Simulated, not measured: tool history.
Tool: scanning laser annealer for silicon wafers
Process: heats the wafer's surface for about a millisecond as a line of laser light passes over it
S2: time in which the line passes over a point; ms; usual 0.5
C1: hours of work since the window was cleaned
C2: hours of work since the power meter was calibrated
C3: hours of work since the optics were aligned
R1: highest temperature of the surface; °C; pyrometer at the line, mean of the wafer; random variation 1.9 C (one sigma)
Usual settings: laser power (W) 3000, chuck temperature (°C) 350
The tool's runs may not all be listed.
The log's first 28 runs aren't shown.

Run 29, hour 320.2: usual settings but laser power (W) 2891, S2 0.61 ms, chuck temperature (°C) 358; C1 761; C2 39; C3 986. Result: R1 1149 °C.
Run 30, hour 335.7: usual settings but laser power (W) 2891, S2 0.61 ms, chuck temperature (°C) 358; C1 769; C2 47; C3 994. Result: R1 1149 °C.
Run 31, hour 350.4: usual settings but S2 0.426 ms; C1 777; C2 55; C3 1002. Result: R1 1028 °C.
Run 32, hour 357.5: usual settings but laser power (W) 3073, S2 0.426 ms; C1 781; C2 59; C3 1005. Result: R1 1048 °C.
Run 33, hour 373.4: usual settings but laser power (W) 2971, S2 0.491 ms; C1 789; C2 67; C3 1014. Result: R1 1077 °C.
Run 34, hour 380.1: usual settings but laser power (W) 3265, S2 0.527 ms; C1 793; C2 71; C3 1018. Result: R1 1192 °C.
Run 35, hour 392: usual settings but laser power (W) 3265, S2 0.527 ms; C1 799; C2 77; C3 1024. Result: R1 1189 °C.
Run 36, hour 399.4: usual settings but laser power (W) 2594, S2 0.417 ms, chuck temperature (°C) 322; C1 803; C2 81; C3 1028. Result: R1 885 °C.
Run 37, hour 406.6: usual settings but laser power (W) 2602; C1 807; C2 85; C3 1032. Result: R1 977 °C.
Run 38, hour 419: usual settings but laser power (W) 3194, chuck temperature (°C) 365; C1 814; C2 91; C3 1038. Result: R1 1154 °C.
Run 39, hour 426.3: usual settings but laser power (W) 3194, chuck temperature (°C) 365; C1 818; C2 95; C3 1042. Result: R1 1157 °C.
Run 40, hour 436.1: usual settings but laser power (W) 3102; C1 823; C2 101; C3 1047. Result: R1 1120 °C.
Run 41, hour 448.7: usual settings but laser power (W) 3102, chuck temperature (°C) 311; C1 830; C2 107; C3 1054. Result: R1 1079 °C.
Run 42, hour 460.6: usual settings but laser power (W) 3102, chuck temperature (°C) 311; C1 836; C2 114; C3 1061. Result: R1 1079 °C.

Forecast each of these 3 alternatives for the next run:
Run A, hour 475.9: usual settings but laser power (W) 2632, chuck temperature (°C) 358; C1 844; C2 122; C3 1069. Result: R1 ?.
Run B, hour 475.9: usual settings but laser power (W) 3102, chuck temperature (°C) 355; C1 844; C2 122; C3 1069. Result: R1 ?.
Run C, hour 475.9: usual settings but laser power (W) 3150, chuck temperature (°C) 311; C1 844; C2 122; C3 1069. Result: R1 ?.

run    R1
  A   992
  B  1122
  C  1092
Without the tool's hidden state the same runs would have given:
run    R1
  A  1035
  B  1174
  C  1145
